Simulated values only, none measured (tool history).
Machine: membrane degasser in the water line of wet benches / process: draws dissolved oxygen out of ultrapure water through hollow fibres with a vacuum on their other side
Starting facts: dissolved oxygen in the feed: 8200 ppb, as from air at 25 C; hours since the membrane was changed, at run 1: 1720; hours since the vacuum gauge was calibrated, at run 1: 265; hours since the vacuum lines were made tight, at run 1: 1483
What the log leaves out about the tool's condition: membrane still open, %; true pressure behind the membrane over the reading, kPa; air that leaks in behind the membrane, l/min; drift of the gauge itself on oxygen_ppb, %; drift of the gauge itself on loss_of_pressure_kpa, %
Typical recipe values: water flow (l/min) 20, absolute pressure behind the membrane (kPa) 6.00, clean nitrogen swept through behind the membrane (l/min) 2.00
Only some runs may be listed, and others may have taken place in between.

run    hour  water flow (l/min)  absolute pressure behind the membrane (kPa)  clean nitrogen swept through behind the membrane (l/min)  hours since the membrane was changed  hours since the vacuum gauge was calibrated  hours since the vacuum lines were made tight  dissolved oxygen in the water behind the degasser (ppb)  pressure that the water loses in the fibres (kPa)
  1     0.0                  20                                         6.00                                                      2.00                                  1720                                          265                                          1483                                                     78.5                                              68.94
  2    47.3                  20                                         6.00                                                      2.00                                  1768                                          313                                          1530                                                     80.2                                              68.55
  3    76.1                  20                                         6.00                                                      2.00                                  1796                                          341                                          1559                                                     77.8                                              68.72
  4   110.9                  20                                         6.00                                                      2.00                                  1831                                          376                                          1594                                                     79.4                                              69.25
  5   163.3                  20                                         6.00                                                      2.00                                  1884                                          429                                          1646                                                     80.9                                              68.86
  6   198.9                  20                                         6.00                                                      2.00                                  1919                                          464                                          1682                                                     79.9                                              68.66
  7   230.1                  20                                         6.00                                                      2.00                                  1950                                          495                                          1713                                                     79.9                                              68.61
  8   279.9                  20                                         6.00                                                      2.00                                  2000                                          545                                          1763                                                     80.6                                              68.85
  9   322.4                  20                                         6.00                                                      2.00                                  2043                                          588                                          1805                                                     81.6                                              68.47
 10   374.1                  20                                         6.00                                                      2.00                                  2094                                          639                                          1857                                                     80.8                                              68.69
 11   430.6                  20                                         6.00                                                      2.00                                  2151                                          696                                          1913                                                     80.5                                              68.68
 12   480.2                  20                                         6.00                                                      2.00                                  2200                                          745                                          1963                                                     80.4                                              69.19
 13   523.0                  20                                         4.11                                                      2.00                                  2243                                          788                                          2006                                                     35.7                                              69.23
 14   553.0                  20                                        10.91                                                      2.00                                  2273                                          818                                          2036                                                    194.5                                              69.06
 15   593.9                  20                                        10.91                                                      2.00                                  2314                                          859                                          2077                                                    194.9                                              69.32
 16   624.1                  13                                        14.62                                                      2.80                                  2344                                          889                                          2107                                                    132.2                                              44.58
 17   672.2                  18                                         8.62                                                      2.00                                  2393                                          938                                          2155                                                    126.2                                              61.92
 18   731.4                  18                                         8.62                                                      2.00                                  2452                                          997                                          2214                                                    125.5                                              62.24
 19   787.4                  18                                         8.62                                                      2.00                                  2508                                         1053                                          2270                                                    128.8                                              62.11
 20   820.4                  18                                         8.62                                                      2.00                                  2541                                         1086                                          2303                                                    124.7                                              62.18
 21   856.7                  18                                         8.62                                                      2.00                                  2577                                         1122                                          2339                                                    127.7                                              62.26
 22   896.1                  14                                         4.05                                                      2.00                                  2616                                         1161                                          2379                                                     18.5                                              48.40
 23   939.6                  14                                         4.05                                                      2.00                                  2660                                         1205                                          2422                                                     19.4                                              48.27
 24   997.4                  14                                         4.05                                                      2.00                                  2718                                         1263                                          2480                                                     19.4                                              48.61
 25  1036.6                  14                                         4.59                                                      2.36                                  2757                                         1302                                          2519                                                     24.0                                              48.42
 26  1063.4                  22                                         6.00                                                      2.00                                  2784                                         1329                                          2546                                                     93.9                                              76.41
 27  1095.9                  19                                         4.03                                                      3.15                                  2816                                         1361                                          2579                                                     25.6                                              65.98
 28  1147.4                  19                                         4.03                                                      3.15                                  2868                                         1413                                          2630                                                     24.9                                              66.02
 29  1172.6                  19                                         4.03                                                      3.15                                  2893                                         1438                                          2655                                                     26.2                                              66.06

Hidden state or all else? Some run-to-run changes of dissolved oxygen in the water behind the degasser (ppb), split into what the settings, what came in and random variation would give without the hidden state, and what is left for the hidden state (with any gauge scatter that isn't in both results):
Run 13 -> 14: absolute pressure behind the membrane (kPa) 4.11 -> 10.91. dissolved oxygen in the water behind the degasser (ppb) +158.8: hidden state +1.1, all else +157.7.
Run 21 -> 22: water flow (l/min) 18 -> 14, absolute pressure behind the membrane (kPa) 8.62 -> 4.05. dissolved oxygen in the water behind the degasser (ppb) -109.2: hidden state -1.8, all else -107.4.
Run 25 -> 26: water flow (l/min) 14 -> 22, absolute pressure behind the membrane (kPa) 4.59 -> 6.00, clean nitrogen swept through behind the membrane (l/min) 2.36 -> 2.00. dissolved oxygen in the water behind the degasser (ppb) +69.9: hidden state +3.0, all else +66.9.

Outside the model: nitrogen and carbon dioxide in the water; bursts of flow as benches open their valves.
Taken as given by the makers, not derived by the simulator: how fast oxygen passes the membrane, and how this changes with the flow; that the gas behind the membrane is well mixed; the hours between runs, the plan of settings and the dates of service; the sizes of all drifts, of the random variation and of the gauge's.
